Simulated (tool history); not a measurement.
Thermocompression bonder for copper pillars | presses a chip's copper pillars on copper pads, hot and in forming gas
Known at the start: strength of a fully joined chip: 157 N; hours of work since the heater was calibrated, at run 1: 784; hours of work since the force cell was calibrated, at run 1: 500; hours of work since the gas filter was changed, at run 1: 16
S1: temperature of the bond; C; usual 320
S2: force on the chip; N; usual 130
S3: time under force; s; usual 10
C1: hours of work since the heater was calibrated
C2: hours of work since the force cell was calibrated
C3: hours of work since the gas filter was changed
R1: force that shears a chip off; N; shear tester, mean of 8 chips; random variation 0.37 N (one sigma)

| run | hour | S1 | S2 | S3 | C1 | C2 | C3 | R1 |
|---|---|---|---|---|---|---|---|---|
| 1 | 0 | 320 | 130 | 10 | 784 | 500 | 16 | 97.8 |
| 2 | 19.4 | 320 | 130 | 10 | 799 | 515 | 30 | 98 |
| 3 | 54.4 | 320 | 130 | 10 | 825 | 541 | 57 | 97.1 |
| 4 | 74.5 | 320 | 130 | 10 | 841 | 557 | 72 | 97.7 |
| 5 | 109.3 | 320 | 130 | 10 | 867 | 583 | 98 | 97.2 |
| 6 | 131.4 | 306 | 130 | 10 | 884 | 600 | 115 | 89.4 |
| 7 | 171.2 | 306 | 130 | 10 | 914 | 630 | 145 | 88.9 |
|  | 191.4 | forming gas filter changed |
| 8 | 200.6 | 306 | 144 | 10 | 936 | 652 | 7 | 98.1 |
| 9 | 230.6 | 320 | 130 | 10 | 958 | 674 | 30 | 98.7 |
| 10 | 271.9 | 320 | 133 | 10 | 990 | 706 | 61 | 100.4 |
| 11 | 306.5 | 320 | 133 | 10 | 1016 | 732 | 87 | 101.1 |
| 12 | 328.5 | 320 | 133 | 10 | 1033 | 748 | 104 | 99.9 |
| 13 | 353 | 320 | 133 | 5 | 1051 | 767 | 122 | 81.1 |
| 14 | 393.7 | 320 | 133 | 5 | 1082 | 798 | 153 | 80.2 |
|  | 399.7 | heater calibrated with a thermocouple chip |
|  | 407.1 | forming gas filter changed |
|  | 411.6 | force cell calibrated |
| 15 | 440 | 320 | 133 | 5 | 29 | 22 | 24 | 77.6 |
| 16 | 478.6 | 320 | 133 | 5 | 58 | 51 | 53 | 77.5 |
| 17 | 511.8 | 320 | 130 | 8 | 83 | 76 | 78 | 89.4 |
| 18 | 537 | 320 | 130 | 23 | 102 | 95 | 97 | 118 |
|  | 552.6 | heater calibrated with a thermocouple chip, once more |
| 19 | 559.2 | 320 | 163 | 23 | 5 | 110 | 112 | 128.6 |
| 20 | 592.9 | 307 | 163 | 22 | 31 | 136 | 138 | 119.8 |
| 21 | 614.7 | 320 | 96 | 10 | 47 | 152 | 154 | 72.2 |

Forecast run 22:
|  | 622.3 | forming gas filter changed |
| 22 | 651.7 | 320 | 96 | 10 | 75 | 180 | 22 | ? |

Run 22 gave R1 73.4 N.
Without the tool's hidden state the same run would have given R1 72.8 N.
